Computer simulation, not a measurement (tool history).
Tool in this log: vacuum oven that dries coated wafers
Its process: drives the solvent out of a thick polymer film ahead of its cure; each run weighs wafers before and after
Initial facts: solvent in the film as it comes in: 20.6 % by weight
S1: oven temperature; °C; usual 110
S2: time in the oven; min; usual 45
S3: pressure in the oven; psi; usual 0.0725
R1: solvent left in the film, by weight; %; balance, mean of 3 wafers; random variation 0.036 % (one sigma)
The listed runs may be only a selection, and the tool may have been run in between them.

run,hour,S1,S2,S3,R1
1,0.0,110,45,0.0725,1.03
2,10.3,96,45,0.0725,4.31
3,22.0,96,45,0.0725,4.24
4,32.2,110,45,0.0725,1.00
5,53.2,110,45,0.0725,1.00
6,73.8,110,45,0.1065,1.27
7,97.7,110,45,0.0487,0.83
8,118.3,110,36,0.0725,1.45
9,141.3,110,36,0.0725,1.53
10,163.6,110,36,0.0725,1.47
11,187.5,110,36,0.0725,1.45
12,209.6,110,45,0.0725,0.94
13,227.0,110,45,0.1710,1.53
14,244.0,110,45,0.0725,0.97
15,265.2,110,45,0.1537,1.46
16,289.0,108,45,0.0725,1.25
17,308.0,110,45,0.0914,1.13
18,325.6,110,45,0.0725,1.03
19,341.4,110,45,0.0725,0.97
20,360.4,110,24,0.0725,2.98
21,382.0,110,45,0.0725,0.97
22,404.9,107,45,0.0725,1.40
23,418.9,110,45,0.0725,1.01
24,438.3,110,45,0.0725,1.00
25,448.4,110,67,0.2704,1.76
26,465.3,121,45,0.0538,0.30
27,480.9,98,36,0.0545,4.62
28,498.9,108,45,0.0589,1.12
29,516.9,108,36,0.0589,1.79
30,536.0,108,31,0.0474,2.32
31,552.7,104,67,0.0439,0.78
32,574.0,106,36,0.0725,2.34
33,593.8,110,40,0.0376,1.04
34,617.0,98,49,0.2734,4.89
35,636.0,122,71,0.1315,0.58
36,654.3,99,71,0.1313,2.14
37,669.4,110,25,0.0439,2.70

Run 38, settings as shown, results not yet in. Your forecast:
38,683.1,110,25,0.0439,?

{"run 38": {"R1": 2.73}}
The same run, on a tool lacking any hidden state, would have yielded R1 2.74 %.
